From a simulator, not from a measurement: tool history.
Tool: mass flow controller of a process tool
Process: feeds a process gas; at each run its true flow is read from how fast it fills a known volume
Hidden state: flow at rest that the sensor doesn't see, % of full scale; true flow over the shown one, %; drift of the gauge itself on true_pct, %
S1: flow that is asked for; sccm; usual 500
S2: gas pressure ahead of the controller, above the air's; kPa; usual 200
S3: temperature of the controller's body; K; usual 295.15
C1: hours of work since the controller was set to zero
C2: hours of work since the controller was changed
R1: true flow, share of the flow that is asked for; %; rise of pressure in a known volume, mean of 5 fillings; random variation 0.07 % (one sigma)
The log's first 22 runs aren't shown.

{"run": 23, "hour": 1532.6, "S1": 500, "S2": 200, "S3": 295.15, "C1": 3476, "C2": 3476, "R1": 97.99}
{"run": 24, "hour": 1619.2, "S1": 500, "S2": 200, "S3": 295.15, "C1": 3537, "C2": 3537, "R1": 97.85}
{"run": 25, "hour": 1707.9, "S1": 500, "S2": 200, "S3": 295.15, "C1": 3598, "C2": 3598, "R1": 97.85}
{"hour": 1715.1, "done": "controller's zero set anew"}
{"run": 26, "hour": 1785.5, "S1": 500, "S2": 200, "S3": 295.15, "C1": 49, "C2": 3652, "R1": 96.63}
{"run": 27, "hour": 1873.9, "S1": 500, "S2": 200, "S3": 293.15, "C1": 110, "C2": 3713, "R1": 96.7}
{"run": 28, "hour": 1966.1, "S1": 500, "S2": 200, "S3": 293.15, "C1": 175, "C2": 3777, "R1": 96.78}
{"run": 29, "hour": 2040.5, "S1": 500, "S2": 200, "S3": 297.15, "C1": 226, "C2": 3829, "R1": 96.54}
{"run": 30, "hour": 2084.1, "S1": 251, "S2": 236, "S3": 296.15, "C1": 257, "C2": 3859, "R1": 92.58}
{"run": 31, "hour": 2124.0, "S1": 500, "S2": 153, "S3": 297.15, "C1": 284, "C2": 3887, "R1": 96.33}
{"hour": 2159.5, "done": "controller's zero set anew, once more"}
{"run": 32, "hour": 2167.5, "S1": 175, "S2": 191, "S3": 313.15, "C1": 6, "C2": 3917, "R1": 98.4}
{"run": 33, "hour": 2249.9, "S1": 500, "S2": 200, "S3": 299.15, "C1": 63, "C2": 3974, "R1": 99.82}
{"run": 34, "hour": 2289.0, "S1": 218, "S2": 200, "S3": 296.15, "C1": 90, "C2": 4001, "R1": 99.12}
{"run": 35, "hour": 2354.2, "S1": 500, "S2": 192, "S3": 312.15, "C1": 135, "C2": 4047, "R1": 99.34}
{"run": 36, "hour": 2417.8, "S1": 500, "S2": 192, "S3": 312.15, "C1": 180, "C2": 4091, "R1": 99.35}
{"run": 37, "hour": 2473.5, "S1": 500, "S2": 178, "S3": 299.15, "C1": 218, "C2": 4130, "R1": 99.69}
{"run": 38, "hour": 2548.4, "S1": 500, "S2": 277, "S3": 295.15, "C1": 270, "C2": 4182, "R1": 100.19}
{"run": 39, "hour": 2607.2, "S1": 500, "S2": 168, "S3": 294.15, "C1": 311, "C2": 4223, "R1": 99.74}
{"run": 40, "hour": 2671.1, "S1": 129, "S2": 235, "S3": 295.15, "C1": 356, "C2": 4267, "R1": 98.17}
{"run": 41, "hour": 2727.6, "S1": 129, "S2": 235, "S3": 295.15, "C1": 395, "C2": 4306, "R1": 97.99}
{"run": 42, "hour": 2787.5, "S1": 129, "S2": 235, "S3": 295.15, "C1": 437, "C2": 4348, "R1": 97.87}
{"run": 43, "hour": 2852.3, "S1": 411, "S2": 266, "S3": 302.15, "C1": 482, "C2": 4393, "R1": 99.31}
{"run": 44, "hour": 2929.2, "S1": 411, "S2": 266, "S3": 302.15, "C1": 535, "C2": 4447, "R1": 99.39}
{"run": 45, "hour": 3018.8, "S1": 411, "S2": 266, "S3": 308.15, "C1": 597, "C2": 4509, "R1": 99.17}
{"run": 46, "hour": 3095.7, "S1": 411, "S2": 266, "S3": 308.15, "C1": 651, "C2": 4562, "R1": 99.15}
{"run": 47, "hour": 3175.9, "S1": 411, "S2": 266, "S3": 312.15, "C1": 707, "C2": 4618, "R1": 99.02}

Forecast each of these 5 alternatives for the next run:
{"run": "A", "hour": 3229.2, "S1": 465, "S2": 258, "S3": 295.15, "C1": 744, "C2": 4655, "R1": "?"}
{"run": "B", "hour": 3229.2, "S1": 824, "S2": 213, "S3": 304.15, "C1": 744, "C2": 4655, "R1": "?"}
{"run": "C", "hour": 3229.2, "S1": 316, "S2": 264, "S3": 310.15, "C1": 744, "C2": 4655, "R1": "?"}
{"run": "D", "hour": 3229.2, "S1": 144, "S2": 198, "S3": 311.15, "C1": 744, "C2": 4655, "R1": "?"}
{"run": "E", "hour": 3229.2, "S1": 411, "S2": 246, "S3": 297.15, "C1": 744, "C2": 4655, "R1": "?"}

run=A R1=99.88
run=B R1=100.47
run=C R1=98.62
run=D R1=96.97
run=E R1=99.42
Without the tool's hidden state the same runs would have given:
run=A R1=99.05
run=B R1=99.37
run=C R1=98.08
run=D R1=97.52
run=E R1=98.67

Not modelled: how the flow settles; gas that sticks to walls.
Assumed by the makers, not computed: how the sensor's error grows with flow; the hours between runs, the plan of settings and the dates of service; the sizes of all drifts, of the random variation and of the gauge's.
